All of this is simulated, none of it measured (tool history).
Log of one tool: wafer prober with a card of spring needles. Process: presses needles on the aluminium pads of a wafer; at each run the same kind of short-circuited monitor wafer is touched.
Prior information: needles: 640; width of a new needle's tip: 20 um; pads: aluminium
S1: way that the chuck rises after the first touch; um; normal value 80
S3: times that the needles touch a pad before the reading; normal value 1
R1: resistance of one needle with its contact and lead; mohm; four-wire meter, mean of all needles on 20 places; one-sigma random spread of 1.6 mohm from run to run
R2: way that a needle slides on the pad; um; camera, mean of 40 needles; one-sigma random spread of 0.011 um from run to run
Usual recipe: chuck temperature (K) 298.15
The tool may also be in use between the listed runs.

Run 1, day 0: usual settings. Result: R1 159 mohm, R2 11.63 um.
Run 2, day 0.412: usual settings. Result: R1 160 mohm, R2 11.63 um.
At day 0.579: tips cleaned on abrasive film.
Run 3, day 0.733: usual settings. Result: R1 161 mohm, R2 11.64 um.
Run 4, day 0.988: usual settings. Result: R1 160 mohm, R2 11.63 um.
Run 5, day 1.304: usual settings. Result: R1 162 mohm, R2 11.61 um.
At day 1.45: tips cleaned on abrasive film.
Run 6, day 1.733: usual settings but S1 89 um. Result: R1 159 mohm, R2 12.9 um.
Run 7, day 1.933: usual settings but chuck temperature (K) 363.15. Result: R1 170 mohm, R2 11.61 um.
Run 8, day 2.154: usual settings but S3 2. Result: R1 161 mohm, R2 11.6 um.
At day 2.333: tips cleaned on abrasive film.
Run 9, day 2.346: usual settings but S3 2. Result: R1 159 mohm, R2 11.58 um.
Run 10, day 2.571: usual settings but S1 69 um, chuck temperature (K) 318.15. Result: R1 171 mohm, R2 9.98 um.
Run 11, day 2.825: usual settings but S1 90 um, chuck temperature (K) 322.15. Result: R1 163 mohm, R2 13.03 um.
Run 12, day 3.133: usual settings but S1 90 um, chuck temperature (K) 322.15. Result: R1 164 mohm, R2 13.04 um.
At day 3.212: tips cleaned on abrasive film.
Run 13, day 3.396: usual settings but S3 3. Result: R1 161 mohm, R2 11.57 um.

Forecast each of these 3 alternatives for the next run:
Run A, day 3.746: usual settings but S1 73 um, S3 2. Result: R1 ?, R2 ?.
Run B, day 3.746: usual settings but S1 70 um, chuck temperature (K) 323.15. Result: R1 ?, R2 ?.
Run C, day 3.746: usual settings but S1 67 um, chuck temperature (K) 337.15. Result: R1 ?, R2 ?.

run   R1     R2
  A  161  10.56
  B  166  10.12
  C  172   9.68
With the hidden condition removed and each run's random variation left untouched, the same runs would have given:
run   R1     R2
  A  161  10.62
  B  165  10.18
  C  172   9.73

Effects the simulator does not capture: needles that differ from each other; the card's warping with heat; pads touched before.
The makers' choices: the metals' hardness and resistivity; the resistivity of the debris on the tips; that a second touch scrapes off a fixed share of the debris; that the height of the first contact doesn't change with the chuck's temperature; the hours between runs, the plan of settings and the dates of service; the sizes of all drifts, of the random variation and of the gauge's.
